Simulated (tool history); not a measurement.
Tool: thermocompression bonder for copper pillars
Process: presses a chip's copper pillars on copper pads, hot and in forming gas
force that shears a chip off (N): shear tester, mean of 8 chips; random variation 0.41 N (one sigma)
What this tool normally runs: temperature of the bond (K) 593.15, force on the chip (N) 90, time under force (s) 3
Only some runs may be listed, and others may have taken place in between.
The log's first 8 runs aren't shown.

| run | day | temperature of the bond (K) | force on the chip (N) | time under force (s) | hours of work since the heater was calibrated | hours of work since the force cell was calibrated | hours of work since the gas filter was changed | force that shears a chip off (N) |
|---|---|---|---|---|---|---|---|---|
| 9 | 2.321 | 593.15 | 90 | 3 | 139 | 750 | 307 | 47.1 |
| 10 | 2.596 | 593.15 | 90 | 3 | 144 | 754 | 311 | 47.5 |
| 11 | 2.858 | 593.15 | 90 | 3 | 148 | 759 | 316 | 47.5 |
| 12 | 3.1 | 593.15 | 90 | 3 | 152 | 763 | 320 | 48.2 |
| 13 | 3.317 | 593.15 | 90 | 3 | 156 | 767 | 324 | 47.5 |
| 14 | 3.558 | 593.15 | 109 | 3 | 160 | 771 | 328 | 52.3 |
| 15 | 3.929 | 608.15 | 90 | 3 | 166 | 777 | 334 | 52 |
| 16 | 4.325 | 608.15 | 90 | 2 | 173 | 784 | 341 | 46.3 |
|  | 4.621 | forming gas filter changed |
| 17 | 4.683 | 608.15 | 65 | 2 | 179 | 790 | 1 | 42.1 |
| 18 | 5 | 593.15 | 90 | 3 | 184 | 795 | 6 | 50.7 |
| 19 | 5.254 | 593.15 | 90 | 3 | 189 | 799 | 11 | 50.4 |
| 20 | 5.638 | 593.15 | 90 | 7 | 195 | 806 | 17 | 64.4 |
| 21 | 5.896 | 593.15 | 90 | 7 | 200 | 810 | 22 | 63.9 |
| 22 | 6.229 | 593.15 | 83 | 3 | 205 | 816 | 27 | 47.9 |
|  | 6.329 | force cell calibrated |
| 23 | 6.546 | 593.15 | 83 | 3 | 210 | 4 | 32 | 48 |
| 24 | 6.933 | 593.15 | 83 | 3 | 216 | 10 | 38 | 48 |
| 25 | 7.154 | 576.15 | 90 | 4 | 220 | 14 | 42 | 47.3 |
| 26 | 7.55 | 611.15 | 55 | 3 | 227 | 21 | 49 | 44.9 |
| 27 | 7.717 | 606.15 | 90 | 3 | 230 | 24 | 52 | 52.9 |
| 28 | 8.108 | 593.15 | 91 | 4 | 236 | 30 | 58 | 54.3 |
| 29 | 8.3 | 573.15 | 90 | 2 | 240 | 34 | 62 | 35.5 |
|  | 8.529 | force cell calibrated, once more |
| 30 | 8.583 | 593.15 | 60 | 3 | 243 | 1 | 65 | 43.4 |
| 31 | 8.925 | 593.15 | 60 | 3 | 249 | 7 | 71 | 43 |

Run 32 is up next; what results do you expect?
| 32 | 9.188 | 593.15 | 112 | 2 | 254 | 11 | 76 | ? |

force that shears a chip off (N): 50.1
Were there no unlogged condition in the tool, this run, its random variation unchanged, would have produced force that shears a chip off (N) 50.8.

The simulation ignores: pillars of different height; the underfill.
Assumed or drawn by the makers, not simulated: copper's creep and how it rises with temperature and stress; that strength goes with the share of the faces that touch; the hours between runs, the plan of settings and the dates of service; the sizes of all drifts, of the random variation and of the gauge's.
